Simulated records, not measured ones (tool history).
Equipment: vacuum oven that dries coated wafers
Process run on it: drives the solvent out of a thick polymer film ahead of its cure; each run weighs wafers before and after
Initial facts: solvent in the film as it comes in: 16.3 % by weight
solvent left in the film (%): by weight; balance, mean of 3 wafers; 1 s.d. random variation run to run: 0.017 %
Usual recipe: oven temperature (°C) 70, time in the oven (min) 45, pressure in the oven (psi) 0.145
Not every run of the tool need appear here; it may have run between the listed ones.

run	day	oven temperature (°C)	time in the oven (min)	pressure in the oven (psi)	solvent left in the film (%)
1	0	70	45	0.145	3.59
2	1.238	70	45	0.145	3.57
3	1.767	70	45	0.145	3.6
4	2.283	70	45	0.145	3.59
5	3.154	70	39	0.145	4.23
6	4.117	70	47	0.145	3.39
7	4.971	70	47	0.145	3.37
8	5.871	84	45	0.145	0.78
9	6.671	70	45	0.145	3.58
10	7.45	70	45	0.173	3.66
11	8.425	70	45	0.173	3.7
12	9.562	70	45	0.173	3.66
13	10.471	70	45	0.173	3.67
14	11.342	65	45	0.145	5.14
# day 11.5: oven's thermocouples calibrated
15	12.021	70	39	0.145	4.14
16	12.654	70	39	0.145	4.14
17	13.471	72	45	0.145	2.93
18	14.654	79	45	0.145	1.41
19	15.692	70	45	0.145	3.49
20	16.658	70	32	0.145	5.02
21	17.171	70	45	0.145	3.47
22	17.825	70	45	0.145	3.5
# day 18.367: oven's thermocouples calibrated, once more
23	19.138	70	45	0.145	3.83
24	19.829	67	26	0.145	7.21
25	20.971	74	26	0.145	5.1
26	21.712	62	45	0.145	6.41
27	22.5	62	45	0.145	6.4
28	23.179	60	45	0.145	7.06
29	24.167	70	45	0.19	3.92
30	25.079	70	45	0.19	3.95
31	26.275	84	52	0.096	0.59
32	27.308	83	44	0.239	1.26

Forecast run 33:
33	28.146	83	44	0.239	?

solvent left in the film (%): 1.23
With the hidden condition absent and the run-to-run variation left alone, this run would have shown solvent left in the film (%) 1.14.
